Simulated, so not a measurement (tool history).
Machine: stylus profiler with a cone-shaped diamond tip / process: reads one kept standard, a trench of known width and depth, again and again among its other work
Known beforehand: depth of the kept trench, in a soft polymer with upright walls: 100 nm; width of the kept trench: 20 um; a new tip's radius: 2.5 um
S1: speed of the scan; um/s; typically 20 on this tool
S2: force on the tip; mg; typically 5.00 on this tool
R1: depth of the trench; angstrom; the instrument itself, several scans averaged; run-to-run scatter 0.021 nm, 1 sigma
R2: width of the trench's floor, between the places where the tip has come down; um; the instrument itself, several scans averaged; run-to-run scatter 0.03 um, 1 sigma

| run | hour | S1 | S2 | R1 | R2 |
|---|---|---|---|---|---|
| 1 | 0.0 | 20 | 5.00 | 1009.0 | 18.43 |
| 2 | 25.0 | 20 | 5.00 | 1009.2 | 18.42 |
| 3 | 51.7 | 20 | 5.00 | 1008.9 | 18.49 |
| 4 | 80.9 | 20 | 5.00 | 1008.9 | 18.43 |
| 5 | 108.2 | 20 | 3.95 | 1007.3 | 18.36 |
| 6 | 127.2 | 20 | 3.95 | 1007.2 | 18.40 |
| 7 | 143.5 | 20 | 1.81 | 1004.2 | 18.41 |
| 8 | 172.9 | 20 | 1.81 | 1004.0 | 18.41 |
| 9 | 199.8 | 20 | 1.81 | 1004.1 | 18.28 |
| 10 | 235.9 | 20 | 1.81 | 1004.3 | 18.34 |
| 11 | 270.1 | 20 | 1.81 | 1003.8 | 18.35 |
| 12 | 304.2 | 20 | 1.81 | 1004.0 | 18.31 |
| 13 | 335.8 | 20 | 1.81 | 1003.8 | 18.30 |
| 14 | 367.4 | 20 | 4.20 | 1007.4 | 18.39 |
| 15 | 391.7 | 20 | 4.20 | 1007.2 | 18.39 |
| 16 | 406.7 | 7 | 2.68 | 1005.1 | 18.43 |
|  | 410.1 | height scale calibrated on a step standard |
| 17 | 431.9 | 20 | 8.48 | 1011.3 | 18.39 |
| 18 | 457.3 | 60 | 7.38 | 1010.7 | 18.21 |
| 19 | 490.2 | 20 | 10.29 | 1013.2 | 18.35 |
| 20 | 521.3 | 8 | 4.33 | 1006.7 | 18.39 |
| 21 | 557.9 | 18 | 12.60 | 1015.5 | 18.40 |
| 22 | 594.1 | 20 | 6.12 | 1008.9 | 18.38 |
|  | 605.5 | height scale calibrated on a step standard, once more |
| 23 | 612.2 | 40 | 3.19 | 1007.1 | 18.23 |

Predict each of these 4 candidate next runs independently; none follows another, all start after run 23:
| A | 647.8 | 73 | 3.19 | ? | ? |
| B | 647.8 | 48 | 14.85 | ? | ? |
| C | 647.8 | 24 | 2.62 | ? | ? |
| D | 647.8 | 13 | 3.40 | ? | ? |

| run | R1 | R2 |
|---|---|---|
| A | 1007.3 | 18.05 |
| B | 1019.6 | 18.27 |
| C | 1006.6 | 18.29 |
| D | 1007.4 | 18.36 |
Take away the tool's hidden state, keep each run's random variation, and the runs would have read:
| run | R1 | R2 |
|---|---|---|
| A | 1007.1 | 18.28 |
| B | 1019.4 | 18.50 |
| C | 1006.4 | 18.52 |
| D | 1007.1 | 18.59 |
